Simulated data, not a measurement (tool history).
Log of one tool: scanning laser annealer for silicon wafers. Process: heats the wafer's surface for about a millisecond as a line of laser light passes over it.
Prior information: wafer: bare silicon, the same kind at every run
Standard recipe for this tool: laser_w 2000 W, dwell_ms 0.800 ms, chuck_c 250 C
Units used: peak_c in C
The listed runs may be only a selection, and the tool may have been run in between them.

| run | hour | laser_w | dwell_ms | chuck_c | peak_c |
|---|---|---|---|---|---|
| 1 | 0.0 | 2000 | 0.800 | 250 | 1026 |
| 2 | 9.6 | 2000 | 0.800 | 250 | 1029 |
| 3 | 24.5 | 2000 | 0.800 | 250 | 1026 |
| 4 | 35.9 | 2000 | 0.800 | 250 | 1023 |
| 5 | 46.0 | 2000 | 0.800 | 250 | 1025 |
| 6 | 60.9 | 2000 | 0.800 | 250 | 1025 |
| 7 | 78.1 | 2000 | 0.800 | 250 | 1022 |
| 8 | 91.8 | 2000 | 0.800 | 233 | 1006 |
| 9 | 105.6 | 2000 | 0.800 | 250 | 1024 |
| 10 | 118.3 | 2000 | 0.859 | 250 | 1052 |
| 11 | 136.4 | 2000 | 0.859 | 250 | 1050 |
| 12 | 150.0 | 2157 | 0.952 | 250 | 1181 |
| 13 | 161.1 | 1742 | 0.801 | 250 | 898 |

Estimate the outcome of run 14 from the log above:
| 14 | 171.7 | 1742 | 0.801 | 250 | ? |

{"run 14": {"peak_c": 895}}
Without the tool's hidden state the same run would have given peak_c 912 C.
